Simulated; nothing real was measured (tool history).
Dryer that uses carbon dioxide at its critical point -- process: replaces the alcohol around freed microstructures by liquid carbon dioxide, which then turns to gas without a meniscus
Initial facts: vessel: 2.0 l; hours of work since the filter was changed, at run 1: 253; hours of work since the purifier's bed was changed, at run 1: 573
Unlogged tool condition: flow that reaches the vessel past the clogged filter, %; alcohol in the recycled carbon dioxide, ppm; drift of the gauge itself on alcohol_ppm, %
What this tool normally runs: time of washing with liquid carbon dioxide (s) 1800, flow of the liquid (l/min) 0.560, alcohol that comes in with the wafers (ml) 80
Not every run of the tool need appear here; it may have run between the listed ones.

run,hour,time of washing with liquid carbon dioxide (s),flow of the liquid (l/min),alcohol that comes in with the wafers (ml),hours of work since the filter was changed,hours of work since the purifier's bed was changed,alcohol left in the vessel before it's heated (ppm by volume)
1,0.0,1800,0.560,80,253,573,295
2,39.3,1800,0.560,80,275,595,312
3,78.6,1800,0.560,80,297,617,297
4,103.4,1800,0.560,80,311,631,313
5,120.5,1800,0.853,80,321,641,286
6,146.3,1800,0.853,80,335,656,279
# hour 184.1: purifier's bed changed
7,184.6,1800,0.853,80,355,0,0
8,206.4,1800,0.853,80,368,13,8
9,226.6,1800,0.581,80,379,24,49
10,259.6,1500,0.560,80,398,43,158
11,295.1,1320,0.560,80,418,63,318
12,333.8,1320,0.560,80,440,85,316
13,364.8,1320,0.560,80,457,102,338
14,394.9,1320,0.560,80,474,119,352
15,416.2,1320,0.560,80,487,131,359
# hour 432.8: inlet filter changed
16,449.3,1500,0.560,80,9,150,179
17,471.5,1800,0.560,117,22,162,130
18,508.5,1800,0.560,117,43,183,128
19,526.7,1800,0.560,117,53,193,133
20,564.7,1800,0.560,117,75,215,153
21,588.7,1800,0.560,119,88,229,151
22,615.6,1800,0.560,119,104,244,161
23,640.7,1800,0.613,80,118,258,132
24,675.6,1800,0.559,32,137,278,150
25,714.0,1800,0.559,32,159,299,147
26,734.5,1800,0.559,32,171,311,144
27,765.4,1500,0.560,69,188,329,264
28,797.9,2760,0.731,80,207,347,160
29,817.5,1260,0.731,80,218,358,237
30,842.8,1800,0.878,58,232,372,168
31,871.4,1800,0.878,58,248,389,174
32,897.4,1860,0.463,112,263,403,329
33,925.9,1560,0.930,78,279,419,182
34,962.3,1560,0.930,40,300,440,184
35,983.6,1800,0.352,23,312,452,350
36,1006.5,1080,0.560,44,325,465,565
37,1046.3,1080,0.560,44,347,488,579
38,1066.2,2580,0.749,71,359,499,212
39,1098.3,2580,0.749,47,377,517,231
40,1130.1,1080,0.413,47,395,535,1395
41,1158.3,1860,0.659,30,411,551,229
42,1191.5,1860,0.659,30,430,570,253
43,1226.9,1860,0.659,30,450,590,256
44,1264.6,1440,0.943,71,471,611,283
45,1283.3,1140,0.920,22,482,622,279

Below are 3 alternative next runs, each starting from the tool's condition after run 45. Predict each:
# hour 1309.2: inlet filter changed
A,1312.4,1140,0.640,22,2,638,?
# hour 1309.2: inlet filter changed
B,1312.4,1800,0.560,21,2,638,?
# hour 1309.2: inlet filter changed
C,1312.4,1140,0.920,27,2,638,?

run,alcohol left in the vessel before it's heated (ppm by volume)
A,346
B,285
C,285
With no hidden state in the tool, these same runs would have given:
run,alcohol left in the vessel before it's heated (ppm by volume)
A,76
B,11
C,21
